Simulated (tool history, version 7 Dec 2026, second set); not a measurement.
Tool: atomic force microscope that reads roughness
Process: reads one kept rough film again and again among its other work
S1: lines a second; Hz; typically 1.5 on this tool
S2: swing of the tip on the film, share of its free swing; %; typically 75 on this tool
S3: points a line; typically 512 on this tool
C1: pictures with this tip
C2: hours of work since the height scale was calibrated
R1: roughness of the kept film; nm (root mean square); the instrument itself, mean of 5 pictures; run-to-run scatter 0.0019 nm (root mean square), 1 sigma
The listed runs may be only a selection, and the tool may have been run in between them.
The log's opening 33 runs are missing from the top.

| run | day | S1 | S2 | S3 | C1 | C2 | R1 |
|---|---|---|---|---|---|---|---|
| 34 | 22.35 | 2.71 | 62 | 397 | 82 | 686 | 0.548 |
| 35 | 23.088 | 2.38 | 80 | 576 | 116 | 697 | 0.507 |
| 36 | 24.012 | 0.61 | 78 | 512 | 158 | 711 | 0.56 |
|  | 24.6 | new tip fitted |
| 37 | 24.612 | 0.61 | 55 | 512 | 1 | 720 | 0.58 |
| 38 | 25.262 | 0.61 | 55 | 512 | 30 | 730 | 0.578 |
| 39 | 26.025 | 0.61 | 55 | 512 | 65 | 742 | 0.577 |
| 40 | 26.821 | 1.5 | 77 | 970 | 101 | 754 | 0.544 |
| 41 | 27.254 | 1.5 | 60 | 425 | 120 | 761 | 0.564 |
| 42 | 27.762 | 3.35 | 75 | 362 | 143 | 769 | 0.504 |
| 43 | 28.371 | 3.35 | 75 | 362 | 171 | 778 | 0.499 |

Run 44 is up next; what results do you expect?
|  | 28.662 | new tip fitted |
| 44 | 28.771 | 3.35 | 75 | 362 | 5 | 784 | ? |

R1: 0.509 nm (root mean square)
Without the tool's hidden state the same run would have given R1 0.512 nm (root mean square).
